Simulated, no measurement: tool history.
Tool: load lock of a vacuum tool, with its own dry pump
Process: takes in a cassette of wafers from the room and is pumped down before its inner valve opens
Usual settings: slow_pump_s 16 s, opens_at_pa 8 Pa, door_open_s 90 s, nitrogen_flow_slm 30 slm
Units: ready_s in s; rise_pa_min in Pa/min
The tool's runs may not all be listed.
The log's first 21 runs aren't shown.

run      day  slow_pump_s  opens_at_pa  door_open_s  nitrogen_flow_slm  hours that the pump has run since its overhaul  times that the door has closed on its seal  incoming humidity of the room's air, %  ready_s  rise_pa_min
 22  163.267            9           14           90                 30                                            6261                                       20781                                    40.8     24.7        0.156
 23  171.858           16           15           90                 30                                            6467                                       21239                                    45.5     29.6        0.169
 24  183.908           16           15           90                 30                                            6756                                       21883                                    44.8     28.3        0.166
 25  193.133           14            9           27                 11                                            6978                                       22375                                    46.3     28.5        0.174
 26  200.058           16           13           90                 25                                            7144                                       22745                                    44.7     29.6        0.181
 27  210.046           16           13           66                 18                                            7384                                       23278                                      48     29.6         0.19
 28  215.579           13            7           98                 30                                            7516                                       23574                                    46.7     28.3        0.185
 29  220.625           21           14           29                 30                                            7638                                       23843                                    44.9     32.8        0.164
 30  228.454           21           14           29                 30                                            7825                                       24261                                      48     33.1         0.18
 31  238.792           28            7           90                 30                                            8073                                       24813                                    44.8     38.4        0.197
 32  247.958           28            9           90                 30                                            8294                                       25303                                    43.5     38.8        0.201
 33  257.842           16            8           90                 31                                            8531                                       25830                                    43.8     30.3        0.203
 34  269.829           16            9           43                 30                                            8818                                       26471                                    47.1     30.8        0.198
 35  275.367            9           15          203                 16                                            8951                                       26766                                    44.7     24.5        0.262
 36  284.654            9            9          203                 16                                            9174                                       27262                                    46.2     24.9        0.265
 37  296.529            9            9          203                 16                                            9459                                       27896                                    43.6     25.3        0.262

3 ways to go on from here, each from the tool as it stands after run 37. What would each give?
     304.696  -- door's seal changed, seat wiped
  A  307.438            8           10           90                 16                                            9720                                         146                                    41.3        ?            ?
     304.696  -- door's seal changed, seat wiped
  B  307.438           14           13           90                  5                                            9720                                         146                                    44.3        ?            ?
     304.696  -- door's seal changed, seat wiped
  C  307.438           18           11          212                 16                                            9720                                         146                                      45        ?            ?

run  ready_s  rise_pa_min
  A     24.8        0.074
  B     27.8        0.104
  C     31.2        0.112
Without the tool's hidden state the same runs would have given:
run  ready_s  rise_pa_min
  A       23        0.074
  B     26.3        0.104
  C     29.8        0.112
